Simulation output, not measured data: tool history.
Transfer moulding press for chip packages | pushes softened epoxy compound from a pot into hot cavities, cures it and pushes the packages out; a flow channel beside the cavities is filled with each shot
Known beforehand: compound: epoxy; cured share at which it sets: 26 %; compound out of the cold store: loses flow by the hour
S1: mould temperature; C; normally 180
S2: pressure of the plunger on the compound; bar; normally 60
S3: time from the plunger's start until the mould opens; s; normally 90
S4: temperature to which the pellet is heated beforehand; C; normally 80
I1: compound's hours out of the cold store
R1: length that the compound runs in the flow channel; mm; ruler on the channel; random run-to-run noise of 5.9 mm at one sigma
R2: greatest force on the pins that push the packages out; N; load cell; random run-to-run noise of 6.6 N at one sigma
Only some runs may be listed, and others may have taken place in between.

run,hour,S1,S2,S3,S4,I1,R1,R2
1,0,180,60,90,80,40.3,925,269
2,10.8,180,60,90,80,32.1,950,279
3,27.4,180,60,90,80,10.7,1021,334
4,43.6,180,60,79,80,32.1,941,465
5,56.7,180,60,79,80,23.8,973,501
6,73.6,180,60,79,80,24.9,970,515
7,87.2,180,60,79,80,29.2,944,526
8,106.7,180,60,79,80,17,986,582
# hour 118.1: cavities cleaned with cleaning compound and waxed
9,119,180,60,79,80,18,982,414
10,132.9,180,49.2,90,80,37.8,828,295
11,147.5,180,61.4,90,80,36.8,922,328
# hour 151.4: plunger's sealing rings changed
12,158.6,180,61.4,90,80,41.4,949,338
13,176.2,180,61.4,90,80,25.2,1002,355
14,192.3,187,61.4,90,80,40.3,920,258
15,211,187,61.4,90,80,40.9,908,269
16,226.8,184,60,115,80,15.2,1001,267
# hour 239.5: cavities cleaned with cleaning compound and waxed
17,240.4,183,72.6,115,80,42.1,1004,184
18,252.6,180,70.1,109,80,16,1092,226
19,264.2,174,70.1,109,80,31.8,1063,328
20,279.3,180,60,101,80,43.1,915,286
21,295.2,174,61,73,80,42.5,942,896
22,314.7,181,60,112,88,37.4,918,254
23,327.3,181,60,112,88,46.7,890,257
24,346.1,181,60,112,88,37,917,271
# hour 358.1: cavities cleaned with cleaning compound and waxed
25,358.8,181,60,112,88,29.9,950,178
26,376.9,172,71.7,90,89,19.3,1109,577
27,395.3,172,71.7,91,89,44,1011,581
28,405.1,180,60,87,80,22.5,960,407
29,415.2,180,72.7,110,80,36.5,1006,259

Alternative continuations, all from the tool just after run 29; predict every row:
# hour 427: plunger's sealing rings changed
A,427.2,180,60,128,80,23.6,?,?
# hour 427: plunger's sealing rings changed
B,427.2,175,71.4,120,80,47.5,?,?
# hour 427: plunger's sealing rings changed
C,427.2,180,72.7,110,80,12.7,?,?
# hour 427: plunger's sealing rings changed
D,427.2,180,48,90,87,36.1,?,?

run,R1,R2
A,994,246
B,1018,291
C,1143,268
D,847,353
Stripped of hidden state, with their random variation kept, the same runs would have yielded:
run,R1,R2
A,993,182
B,1017,208
C,1141,194
D,846,247
